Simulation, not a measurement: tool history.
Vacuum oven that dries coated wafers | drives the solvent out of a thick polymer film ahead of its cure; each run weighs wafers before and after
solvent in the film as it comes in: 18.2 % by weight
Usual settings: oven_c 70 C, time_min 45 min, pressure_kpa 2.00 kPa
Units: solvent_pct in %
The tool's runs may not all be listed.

run,hour,oven_c,time_min,pressure_kpa,solvent_pct
1,0.0,70,45,2.00,4.03
2,13.0,70,45,4.51,4.90
3,26.2,57,45,2.00,9.40
4,39.4,57,45,2.00,9.34
5,55.9,57,45,2.00,9.28
6,76.1,57,67,1.87,7.35
7,90.1,57,67,1.87,7.44
8,109.5,57,45,1.62,9.17
9,132.2,64,35,2.88,7.94
10,154.0,70,22,4.30,8.08

5 ways to go on from here, each from the tool as it stands after run 10. What would each give?
A,174.5,57,62,2.94,?
B,174.5,79,43,3.15,?
C,174.5,70,45,6.68,?
D,174.5,82,47,1.28,?
E,174.5,70,29,2.00,?

run,solvent_pct
A,8.37
B,1.84
C,5.66
D,0.72
E,6.11
Without the tool's hidden state the same runs would have given:
run,solvent_pct
A,9.05
B,2.19
C,6.34
D,0.87
E,6.78
